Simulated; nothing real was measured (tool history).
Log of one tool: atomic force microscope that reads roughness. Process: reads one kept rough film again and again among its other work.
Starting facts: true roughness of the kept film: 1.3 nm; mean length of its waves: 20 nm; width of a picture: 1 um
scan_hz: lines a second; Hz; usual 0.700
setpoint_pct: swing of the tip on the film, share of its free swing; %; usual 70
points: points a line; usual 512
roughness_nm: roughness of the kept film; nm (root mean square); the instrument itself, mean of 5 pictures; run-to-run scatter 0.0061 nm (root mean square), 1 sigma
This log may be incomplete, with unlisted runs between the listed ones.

run 1 day=0.000 | scan_hz=0.700 setpoint_pct=70 points=512 | roughness_nm=1.133
run 2 day=0.571 | scan_hz=3.669 setpoint_pct=70 points=512 | roughness_nm=0.913
run 3 day=1.000 | scan_hz=0.700 setpoint_pct=66 points=512 | roughness_nm=0.977
-- day=1.396 new tip fitted
run 4 day=1.396 | scan_hz=0.700 setpoint_pct=66 points=512 | roughness_nm=1.138
run 5 day=2.038 | scan_hz=0.700 setpoint_pct=66 points=512 | roughness_nm=1.019
run 6 day=2.471 | scan_hz=0.700 setpoint_pct=66 points=512 | roughness_nm=0.959
-- day=2.771 new tip fitted
run 7 day=3.004 | scan_hz=0.700 setpoint_pct=66 points=512 | roughness_nm=1.112
run 8 day=3.317 | scan_hz=0.700 setpoint_pct=66 points=512 | roughness_nm=1.049
run 9 day=3.917 | scan_hz=0.700 setpoint_pct=70 points=347 | roughness_nm=0.941
-- day=4.162 new tip fitted
run 10 day=4.204 | scan_hz=0.700 setpoint_pct=87 points=512 | roughness_nm=1.079
run 11 day=4.725 | scan_hz=0.700 setpoint_pct=70 points=512 | roughness_nm=1.017
run 12 day=5.208 | scan_hz=3.308 setpoint_pct=70 points=512 | roughness_nm=0.854
-- day=5.550 new tip fitted
run 13 day=5.746 | scan_hz=0.700 setpoint_pct=70 points=1015 | roughness_nm=1.100
run 14 day=6.354 | scan_hz=0.700 setpoint_pct=70 points=878 | roughness_nm=1.002
-- day=6.938 new tip fitted
run 15 day=6.992 | scan_hz=3.908 setpoint_pct=70 points=512 | roughness_nm=0.964
run 16 day=7.508 | scan_hz=3.908 setpoint_pct=70 points=512 | roughness_nm=0.885
run 17 day=8.025 | scan_hz=0.700 setpoint_pct=70 points=512 | roughness_nm=0.949
-- day=8.329 new tip fitted
run 18 day=8.354 | scan_hz=0.700 setpoint_pct=70 points=563 | roughness_nm=1.130
run 19 day=8.925 | scan_hz=0.700 setpoint_pct=70 points=563 | roughness_nm=1.020
run 20 day=9.483 | scan_hz=0.700 setpoint_pct=59 points=415 | roughness_nm=0.951
-- day=9.717 new tip fitted
run 21 day=9.975 | scan_hz=0.700 setpoint_pct=80 points=512 | roughness_nm=1.048
run 22 day=10.317 | scan_hz=0.700 setpoint_pct=72 points=512 | roughness_nm=1.020
run 23 day=10.804 | scan_hz=2.239 setpoint_pct=72 points=512 | roughness_nm=0.868
-- day=11.138 new tip fitted
run 24 day=11.171 | scan_hz=1.939 setpoint_pct=64 points=512 | roughness_nm=1.089
run 25 day=11.804 | scan_hz=2.760 setpoint_pct=69 points=475 | roughness_nm=0.921
run 26 day=12.175 | scan_hz=2.516 setpoint_pct=60 points=512 | roughness_nm=0.917
-- day=12.529 new tip fitted
run 27 day=12.692 | scan_hz=3.568 setpoint_pct=70 points=512 | roughness_nm=0.974
run 28 day=13.283 | scan_hz=0.873 setpoint_pct=61 points=287 | roughness_nm=0.980
run 29 day=13.792 | scan_hz=0.873 setpoint_pct=61 points=351 | roughness_nm=0.930
-- day=13.904 new tip fitted
run 30 day=14.425 | scan_hz=0.873 setpoint_pct=61 points=351 | roughness_nm=1.034
run 31 day=14.888 | scan_hz=1.221 setpoint_pct=72 points=282 | roughness_nm=0.908
-- day=15.300 new tip fitted
run 32 day=15.421 | scan_hz=2.460 setpoint_pct=84 points=512 | roughness_nm=0.905
run 33 day=16.042 | scan_hz=2.636 setpoint_pct=90 points=285 | roughness_nm=0.747
run 34 day=16.592 | scan_hz=2.636 setpoint_pct=90 points=285 | roughness_nm=0.680
-- day=16.671 new tip fitted
run 35 day=16.958 | scan_hz=0.700 setpoint_pct=61 points=512 | roughness_nm=1.093
run 36 day=17.462 | scan_hz=2.486 setpoint_pct=70 points=512 | roughness_nm=0.921

What if the next run were any one of these 3? Each begins from the tool's condition after run 36:
run A day=17.988 | scan_hz=0.663 setpoint_pct=75 points=624 | roughness_nm=?
run B day=17.988 | scan_hz=1.083 setpoint_pct=84 points=747 | roughness_nm=?
run C day=17.988 | scan_hz=2.486 setpoint_pct=70 points=315 | roughness_nm=?

run=A roughness_nm=0.922
run=B roughness_nm=0.862
run=C roughness_nm=0.828
Without the tool's unlogged condition, the same runs would have read:
run=A roughness_nm=1.143
run=B roughness_nm=1.070
run=C roughness_nm=1.029
